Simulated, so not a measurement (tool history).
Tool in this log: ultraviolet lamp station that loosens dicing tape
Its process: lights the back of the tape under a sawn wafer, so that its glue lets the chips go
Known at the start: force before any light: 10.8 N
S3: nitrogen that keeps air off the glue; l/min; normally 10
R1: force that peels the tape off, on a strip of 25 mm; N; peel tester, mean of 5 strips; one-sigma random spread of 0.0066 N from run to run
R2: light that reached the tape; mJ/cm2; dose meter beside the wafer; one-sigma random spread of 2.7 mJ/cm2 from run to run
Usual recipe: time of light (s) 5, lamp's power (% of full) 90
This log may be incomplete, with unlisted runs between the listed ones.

{"run": 1, "hour": 0.0, "time of light (s)": 5, "lamp's power (% of full)": 90, "S3": 10, "R1": 0.291, "R2": 308}
{"run": 2, "hour": 8.7, "time of light (s)": 5, "lamp's power (% of full)": 90, "S3": 10, "R1": 0.292, "R2": 314}
{"run": 3, "hour": 12.6, "time of light (s)": 5, "lamp's power (% of full)": 90, "S3": 10, "R1": 0.292, "R2": 311}
{"run": 4, "hour": 17.6, "time of light (s)": 5, "lamp's power (% of full)": 90, "S3": 13, "R1": 0.228, "R2": 313}
{"run": 5, "hour": 24.3, "time of light (s)": 5, "lamp's power (% of full)": 90, "S3": 13, "R1": 0.235, "R2": 311}
{"run": 6, "hour": 33.4, "time of light (s)": 5, "lamp's power (% of full)": 90, "S3": 10, "R1": 0.29, "R2": 307}
{"run": 7, "hour": 38.3, "time of light (s)": 5, "lamp's power (% of full)": 90, "S3": 10, "R1": 0.301, "R2": 305}
{"run": 8, "hour": 44.7, "time of light (s)": 3, "lamp's power (% of full)": 90, "S3": 10, "R1": 1.114, "R2": 185}
{"run": 9, "hour": 51.0, "time of light (s)": 3, "lamp's power (% of full)": 90, "S3": 10, "R1": 1.056, "R2": 183}
{"run": 10, "hour": 57.5, "time of light (s)": 3, "lamp's power (% of full)": 90, "S3": 10, "R1": 1.106, "R2": 183}
{"run": 11, "hour": 66.7, "time of light (s)": 9, "lamp's power (% of full)": 90, "S3": 10, "R1": 0.1, "R2": 555}
{"run": 12, "hour": 73.3, "time of light (s)": 5, "lamp's power (% of full)": 90, "S3": 18, "R1": 0.194, "R2": 308}
{"run": 13, "hour": 80.5, "time of light (s)": 5, "lamp's power (% of full)": 90, "S3": 18, "R1": 0.191, "R2": 309}
{"run": 14, "hour": 85.3, "time of light (s)": 5, "lamp's power (% of full)": 90, "S3": 18, "R1": 0.194, "R2": 309}
{"run": 15, "hour": 92.9, "time of light (s)": 5, "lamp's power (% of full)": 90, "S3": 18, "R1": 0.199, "R2": 305}
{"run": 16, "hour": 97.4, "time of light (s)": 5, "lamp's power (% of full)": 90, "S3": 18, "R1": 0.195, "R2": 308}
{"run": 17, "hour": 106.8, "time of light (s)": 5, "lamp's power (% of full)": 90, "S3": 18, "R1": 0.201, "R2": 309}
{"run": 18, "hour": 115.7, "time of light (s)": 5, "lamp's power (% of full)": 90, "S3": 18, "R1": 0.201, "R2": 303}
{"run": 19, "hour": 122.5, "time of light (s)": 5, "lamp's power (% of full)": 90, "S3": 18, "R1": 0.185, "R2": 306}
{"run": 20, "hour": 129.2, "time of light (s)": 5, "lamp's power (% of full)": 90, "S3": 18, "R1": 0.197, "R2": 305}
{"run": 21, "hour": 134.2, "time of light (s)": 5, "lamp's power (% of full)": 91, "S3": 10, "R1": 0.289, "R2": 309}
{"run": 22, "hour": 139.9, "time of light (s)": 5, "lamp's power (% of full)": 90, "S3": 10, "R1": 0.323, "R2": 307}
{"run": 23, "hour": 144.5, "time of light (s)": 5, "lamp's power (% of full)": 90, "S3": 10, "R1": 0.316, "R2": 302}
{"run": 24, "hour": 148.5, "time of light (s)": 5, "lamp's power (% of full)": 90, "S3": 10, "R1": 0.307, "R2": 303}
{"run": 25, "hour": 157.2, "time of light (s)": 4, "lamp's power (% of full)": 75, "S3": 10, "R1": 0.888, "R2": 201}
{"run": 26, "hour": 165.8, "time of light (s)": 5, "lamp's power (% of full)": 78, "S3": 10, "R1": 0.489, "R2": 259}
{"run": 27, "hour": 172.3, "time of light (s)": 5, "lamp's power (% of full)": 78, "S3": 10, "R1": 0.461, "R2": 263}
{"run": 28, "hour": 180.5, "time of light (s)": 5, "lamp's power (% of full)": 78, "S3": 10, "R1": 0.488, "R2": 261}
{"run": 29, "hour": 188.1, "time of light (s)": 4, "lamp's power (% of full)": 99, "S3": 11, "R1": 0.433, "R2": 266}
{"run": 30, "hour": 197.0, "time of light (s)": 4, "lamp's power (% of full)": 87, "S3": 11, "R1": 0.599, "R2": 229}
{"run": 31, "hour": 206.6, "time of light (s)": 4, "lamp's power (% of full)": 87, "S3": 11, "R1": 0.594, "R2": 230}
{"run": 32, "hour": 215.1, "time of light (s)": 4, "lamp's power (% of full)": 87, "S3": 11, "R1": 0.627, "R2": 227}
{"run": 33, "hour": 221.9, "time of light (s)": 9, "lamp's power (% of full)": 78, "S3": 13, "R1": 0.1, "R2": 462}
{"run": 34, "hour": 231.2, "time of light (s)": 10, "lamp's power (% of full)": 85, "S3": 3, "R1": 0.197, "R2": 561}
{"run": 35, "hour": 236.8, "time of light (s)": 2, "lamp's power (% of full)": 78, "S3": 3, "R1": 4.716, "R2": 104}
{"run": 36, "hour": 244.6, "time of light (s)": 5, "lamp's power (% of full)": 74, "S3": 10, "R1": 0.561, "R2": 247}
{"run": 37, "hour": 253.1, "time of light (s)": 10, "lamp's power (% of full)": 74, "S3": 10, "R1": 0.103, "R2": 486}
{"run": 38, "hour": 262.1, "time of light (s)": 5, "lamp's power (% of full)": 62, "S3": 3, "R1": 2.118, "R2": 201}
{"hour": 265.0, "done": "window cleaned of glue's vapour"}
{"run": 39, "hour": 267.0, "time of light (s)": 5, "lamp's power (% of full)": 90, "S3": 13, "R1": 0.21, "R2": 325}
{"run": 40, "hour": 271.7, "time of light (s)": 5, "lamp's power (% of full)": 90, "S3": 13, "R1": 0.208, "R2": 323}
{"run": 41, "hour": 276.9, "time of light (s)": 5, "lamp's power (% of full)": 90, "S3": 13, "R1": 0.209, "R2": 324}
{"run": 42, "hour": 286.3, "time of light (s)": 4, "lamp's power (% of full)": 65, "S3": 10, "R1": 1.09, "R2": 186}
{"run": 43, "hour": 292.1, "time of light (s)": 4, "lamp's power (% of full)": 65, "S3": 10, "R1": 1.104, "R2": 187}

5 ways to go on from here, each from the tool as it stands after run 43. What would each give?
{"run": "A", "hour": 298.6, "time of light (s)": 9, "lamp's power (% of full)": 91, "S3": 13, "R1": "?", "R2": "?"}
{"run": "B", "hour": 298.6, "time of light (s)": 8, "lamp's power (% of full)": 65, "S3": 9, "R1": "?", "R2": "?"}
{"run": "C", "hour": 298.6, "time of light (s)": 3, "lamp's power (% of full)": 90, "S3": 7, "R1": "?", "R2": "?"}
{"run": "D", "hour": 298.6, "time of light (s)": 4, "lamp's power (% of full)": 73, "S3": 10, "R1": "?", "R2": "?"}
{"run": "E", "hour": 298.6, "time of light (s)": 4, "lamp's power (% of full)": 79, "S3": 4, "R1": "?", "R2": "?"}

run=A R1=0.089 R2=581
run=B R1=0.191 R2=372
run=C R1=1.327 R2=196
run=D R1=0.877 R2=211
run=E R1=1.437 R2=224
Without the tool's hidden state the same runs would have given:
run=A R1=0.087 R2=633
run=B R1=0.155 R2=405
run=C R1=1.112 R2=214
run=D R1=0.713 R2=230
run=E R1=1.213 R2=244
